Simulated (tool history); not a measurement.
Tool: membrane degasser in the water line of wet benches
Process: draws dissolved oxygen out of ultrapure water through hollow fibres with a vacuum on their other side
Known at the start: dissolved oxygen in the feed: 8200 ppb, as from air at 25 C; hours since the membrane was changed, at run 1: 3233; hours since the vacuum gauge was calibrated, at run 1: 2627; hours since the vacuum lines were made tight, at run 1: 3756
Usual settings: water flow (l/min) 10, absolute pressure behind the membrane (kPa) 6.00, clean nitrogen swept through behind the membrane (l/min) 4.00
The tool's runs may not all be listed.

run,hour,water flow (l/min),absolute pressure behind the membrane (kPa),clean nitrogen swept through behind the membrane (l/min),hours since the membrane was changed,hours since the vacuum gauge was calibrated,hours since the vacuum lines were made tight,dissolved oxygen in the water behind the degasser (ppb),pressure that the water loses in the fibres (kPa)
1,0.0,10,6.00,4.00,3233,2627,3756,229.6,64.67
2,58.6,10,6.00,4.00,3291,2686,3815,231.7,64.45
3,182.1,10,14.05,4.00,3415,2809,3939,280.0,64.96
4,310.4,10,14.05,4.00,3543,2937,4067,280.2,64.93
5,374.4,10,6.00,4.00,3607,3001,4131,230.1,64.66
6,472.9,10,6.00,4.00,3706,3100,4229,236.1,64.78
7,573.9,10,6.00,4.00,3807,3201,4330,231.6,64.63
8,698.7,10,6.00,4.00,3931,3326,4455,233.9,64.35
9,810.7,10,6.00,4.00,4044,3438,4567,233.3,64.71
10,894.9,10,5.28,4.00,4128,3522,4651,227.6,64.79
11,978.8,10,5.28,4.00,4212,3606,4735,227.7,65.29
12,1097.7,10,5.28,4.00,4331,3725,4854,228.2,64.88
13,1192.5,6,11.48,4.14,4425,3820,4949,89.3,38.86
14,1271.6,10,6.70,11.34,4504,3899,5028,221.7,65.14
15,1351.6,10,3.60,6.17,4584,3979,5108,221.7,64.95
16,1434.9,10,4.47,2.37,4668,4062,5191,232.4,64.46
# hour 1446.0: vacuum gauge calibrated
17,1515.5,10,4.47,2.37,4748,69,5271,229.6,65.54
18,1611.4,8,7.99,4.10,4844,165,5367,150.7,51.91
19,1690.0,9,7.99,4.10,4922,244,5446,196.5,58.70
20,1752.7,9,5.48,4.54,4985,307,5509,181.7,58.34
21,1870.2,10,6.00,3.65,5103,424,5626,235.2,64.59
22,1931.7,12,11.39,2.04,5164,486,5688,427.5,77.59
23,1990.1,12,11.39,2.04,5222,544,5746,434.4,77.72
# hour 2002.4: vacuum gauge calibrated, once more
24,2106.2,12,11.39,2.04,5338,104,5862,427.5,77.74

Hidden state at the last listed run before each entry between runs and at the first one after, where it differs:
Between runs 16 and 17: vacuum gauge calibrated (hour 1446.0)
  membrane still open, %: 98.7 -> 98.6; true pressure behind the membrane over the reading, kPa: 0.11 -> 0.13; air that leaks in behind the membrane, l/min: 0.0155 -> 0.0156
  measured less the result without the state, dissolved oxygen in the water behind the degasser (ppb): +12.1 -> +12.3; pressure that the water loses in the fibres (kPa): +0.86 -> +0.89
Between runs 23 and 24: vacuum gauge calibrated, once more (hour 2002.4)
  true pressure behind the membrane over the reading, kPa: 0.14 -> 0.05; air that leaks in behind the membrane, l/min: 0.0168 -> 0.017
  measured less the result without the state, dissolved oxygen in the water behind the degasser (ppb): +20.7 -> +19.6; pressure that the water loses in the fibres (kPa): +1.16 -> +1.18
